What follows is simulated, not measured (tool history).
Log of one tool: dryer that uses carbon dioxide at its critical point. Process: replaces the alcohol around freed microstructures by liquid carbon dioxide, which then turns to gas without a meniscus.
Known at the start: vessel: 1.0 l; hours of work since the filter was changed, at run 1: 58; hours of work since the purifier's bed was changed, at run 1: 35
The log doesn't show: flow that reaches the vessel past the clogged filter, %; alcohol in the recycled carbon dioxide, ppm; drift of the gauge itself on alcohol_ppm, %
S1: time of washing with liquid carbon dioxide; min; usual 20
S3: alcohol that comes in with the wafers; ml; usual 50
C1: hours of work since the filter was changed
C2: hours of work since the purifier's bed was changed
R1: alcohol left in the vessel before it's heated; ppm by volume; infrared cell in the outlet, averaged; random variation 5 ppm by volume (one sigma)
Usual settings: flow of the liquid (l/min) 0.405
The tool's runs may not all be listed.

Run 1, hour 0: usual settings; C1 58; C2 35. Result: R1 36 ppm by volume.
Run 2, hour 14.3: usual settings but S1 23 min; C1 66; C2 44. Result: R1 11 ppm by volume.
Run 3, hour 42.9: usual settings; C1 83; C2 60. Result: R1 41 ppm by volume.
Run 4, hour 68.4: usual settings but S1 13 min; C1 98; C2 75. Result: R1 426 ppm by volume.
Run 5, hour 82.6: usual settings; C1 106; C2 83. Result: R1 42 ppm by volume.
Run 6, hour 104.6: usual settings; C1 119; C2 96. Result: R1 48 ppm by volume.
Run 7, hour 132.4: usual settings; C1 135; C2 112. Result: R1 46 ppm by volume.
Run 8, hour 154.4: usual settings but flow of the liquid (l/min) 0.347; C1 148; C2 125. Result: R1 129 ppm by volume.
Run 9, hour 176.8: usual settings but S1 17 min, flow of the liquid (l/min) 0.347, S3 94 ml; C1 161; C2 138. Result: R1 575 ppm by volume.
Run 10, hour 191.5: usual settings but S3 66 ml; C1 169; C2 147. Result: R1 69 ppm by volume.
Run 11, hour 212.3: usual settings but flow of the liquid (l/min) 0.591, S3 37 ml; C1 182; C2 159. Result: R1 8 ppm by volume.
Run 12, hour 230.7: usual settings but S1 15 min, flow of the liquid (l/min) 0.361, S3 69 ml; C1 192; C2 170. Result: R1 647 ppm by volume.
Run 13, hour 257.2: usual settings but S1 15 min, flow of the liquid (l/min) 0.361, S3 69 ml; C1 208; C2 185. Result: R1 653 ppm by volume.

Hidden state or all else? Some run-to-run changes of R1, split into what the settings, what came in and random variation would give without the hidden state, and what is left for the hidden state (with any gauge scatter that isn't in both results):
Run 11 -> 12: S1 20 -> 15, flow of the liquid (l/min) 0.591 -> 0.361, S3 37 -> 69. R1 +639 ppm by volume: hidden state +180, all else +459.
